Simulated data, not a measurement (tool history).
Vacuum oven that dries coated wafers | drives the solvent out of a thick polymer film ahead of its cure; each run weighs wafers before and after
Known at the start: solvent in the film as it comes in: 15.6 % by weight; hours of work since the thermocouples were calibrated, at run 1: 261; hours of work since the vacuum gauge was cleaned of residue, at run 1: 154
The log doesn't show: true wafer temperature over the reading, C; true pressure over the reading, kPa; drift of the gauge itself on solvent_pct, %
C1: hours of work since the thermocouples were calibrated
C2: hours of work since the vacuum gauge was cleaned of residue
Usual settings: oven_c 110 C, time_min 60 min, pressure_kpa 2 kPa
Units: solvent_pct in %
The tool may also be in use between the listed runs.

{"run": 1, "hour": 0.0, "oven_c": 110, "time_min": 60, "pressure_kpa": 2, "C1": 261, "C2": 154, "solvent_pct": 3.11}
{"run": 2, "hour": 19.3, "oven_c": 110, "time_min": 52, "pressure_kpa": 2, "C1": 272, "C2": 165, "solvent_pct": 3.63}
{"run": 3, "hour": 38.9, "oven_c": 110, "time_min": 52, "pressure_kpa": 2, "C1": 284, "C2": 177, "solvent_pct": 3.65}
{"run": 4, "hour": 83.5, "oven_c": 110, "time_min": 60, "pressure_kpa": 2, "C1": 309, "C2": 202, "solvent_pct": 3.09}
{"run": 5, "hour": 115.7, "oven_c": 110, "time_min": 60, "pressure_kpa": 2, "C1": 327, "C2": 220, "solvent_pct": 3.08}
{"run": 6, "hour": 156.9, "oven_c": 110, "time_min": 60, "pressure_kpa": 1.1, "C1": 351, "C2": 244, "solvent_pct": 2.79}
{"run": 7, "hour": 194.1, "oven_c": 110, "time_min": 60, "pressure_kpa": 1.1, "C1": 372, "C2": 265, "solvent_pct": 2.82}
{"run": 8, "hour": 231.9, "oven_c": 110, "time_min": 60, "pressure_kpa": 1.1, "C1": 394, "C2": 287, "solvent_pct": 2.84}
{"run": 9, "hour": 275.9, "oven_c": 110, "time_min": 60, "pressure_kpa": 1.1, "C1": 419, "C2": 312, "solvent_pct": 2.8}
{"run": 10, "hour": 296.5, "oven_c": 110, "time_min": 60, "pressure_kpa": 1.1, "C1": 431, "C2": 324, "solvent_pct": 2.74}
{"run": 11, "hour": 330.0, "oven_c": 122, "time_min": 44, "pressure_kpa": 2.45, "C1": 450, "C2": 343, "solvent_pct": 2.41}
{"run": 12, "hour": 359.5, "oven_c": 116, "time_min": 82, "pressure_kpa": 2, "C1": 467, "C2": 360, "solvent_pct": 1.35}
{"run": 13, "hour": 401.9, "oven_c": 116, "time_min": 82, "pressure_kpa": 2, "C1": 491, "C2": 384, "solvent_pct": 1.35}
{"run": 14, "hour": 433.7, "oven_c": 98, "time_min": 85, "pressure_kpa": 2.54, "C1": 509, "C2": 402, "solvent_pct": 4.41}
{"run": 15, "hour": 478.5, "oven_c": 110, "time_min": 35, "pressure_kpa": 2.93, "C1": 534, "C2": 427, "solvent_pct": 5.57}
{"run": 16, "hour": 507.2, "oven_c": 110, "time_min": 60, "pressure_kpa": 1.87, "C1": 551, "C2": 444, "solvent_pct": 3.06}
{"run": 17, "hour": 540.0, "oven_c": 100, "time_min": 38, "pressure_kpa": 3.23, "C1": 570, "C2": 462, "solvent_pct": 7.52}
{"run": 18, "hour": 561.7, "oven_c": 107, "time_min": 43, "pressure_kpa": 3.33, "C1": 582, "C2": 475, "solvent_pct": 5.51}
{"run": 19, "hour": 593.2, "oven_c": 119, "time_min": 60, "pressure_kpa": 1.21, "C1": 600, "C2": 493, "solvent_pct": 1.57}
{"run": 20, "hour": 628.4, "oven_c": 119, "time_min": 60, "pressure_kpa": 1.21, "C1": 620, "C2": 513, "solvent_pct": 1.53}

3 ways to go on from here, each from the tool as it stands after run 20. What would each give?
{"run": "A", "hour": 649.0, "oven_c": 108, "time_min": 60, "pressure_kpa": 4.1, "C1": 632, "C2": 525, "solvent_pct": "?"}
{"run": "B", "hour": 649.0, "oven_c": 109, "time_min": 58, "pressure_kpa": 3.12, "C1": 632, "C2": 525, "solvent_pct": "?"}
{"run": "C", "hour": 649.0, "oven_c": 112, "time_min": 61, "pressure_kpa": 5.93, "C1": 632, "C2": 525, "solvent_pct": "?"}

run=A solvent_pct=4.18
run=B solvent_pct=3.78
run=C solvent_pct=4.05
Without the tool's hidden state the same runs would have given:
run=A solvent_pct=4.17
run=B solvent_pct=3.77
run=C solvent_pct=4.04
